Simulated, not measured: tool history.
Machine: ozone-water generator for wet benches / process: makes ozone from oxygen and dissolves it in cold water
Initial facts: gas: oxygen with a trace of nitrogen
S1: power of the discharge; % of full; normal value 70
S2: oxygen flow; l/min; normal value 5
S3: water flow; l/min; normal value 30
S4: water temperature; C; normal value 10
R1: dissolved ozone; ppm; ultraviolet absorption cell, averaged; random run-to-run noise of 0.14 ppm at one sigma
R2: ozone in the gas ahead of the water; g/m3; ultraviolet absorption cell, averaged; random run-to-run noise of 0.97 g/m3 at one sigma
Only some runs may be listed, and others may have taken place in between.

run	hour	S1	S2	S3	S4	R1	R2
1	0	70	5	30	10	15.2	166.6
2	26.8	70	5	30	10	15.3	166.7
3	43.8	70	5	30	10	15.4	166.8
4	58.6	70	5	30	10	15.4	166.8
5	88.9	70	5	30	10	15.4	166.7
6	119.2	70	5	30	10	15.3	165.3
7	147.2	70	5	22	10	21	166.6
8	167.1	70	5	22	10	20.6	167.6
9	195.4	70	5	22	10	21.1	167.1
10	217.1	70	5	22	10	21	166.9
11	248.2	75	4.34	30	10	15.8	188.7
12	284.2	75	5.35	40	10	11.6	166
13	317.2	70	5	28	15	15.7	166.4
14	345.6	70	2.9	37	10	10.7	227.7
15	374.8	43	5.29	42	16	7.2	113.5
16	407.7	43	5.29	42	16	7.1	114.5
17	440.3	43	5.29	42	16	7.2	113.8
18	467.1	43	5.29	42	16	7.2	114.1
19	486.4	70	5.04	23	10	20.3	163.2
20	503.8	74	2.84	30	10	14.6	236.9

A few steps of R2 between consecutive runs. Split each: what settings, incoming material and random variation would produce without the hidden state, and what is left over for the hidden state, along with gauge scatter present in only one of the two compared results (measured, and without hidden state):
The hidden state here: yield of the discharge, % of new electrodes'; contactor's efficiency, % of a clean one's; true water temperature over the reading, C; drift of the gauge itself on ozone_ppm, %; drift of the gauge itself on gas_g_m3, %.
Run 14 -> 15: S1 70 -> 43, S2 2.9 -> 5.29, S3 37 -> 42, S4 10 -> 16. R2 -114.2 g/m3: hidden state +1.3, all else -115.5.
Run 19 -> 20: S1 70 -> 74, S2 5.04 -> 2.84, S3 23 -> 30. R2 +73.7 g/m3: hidden state -1.5, all else +75.2.

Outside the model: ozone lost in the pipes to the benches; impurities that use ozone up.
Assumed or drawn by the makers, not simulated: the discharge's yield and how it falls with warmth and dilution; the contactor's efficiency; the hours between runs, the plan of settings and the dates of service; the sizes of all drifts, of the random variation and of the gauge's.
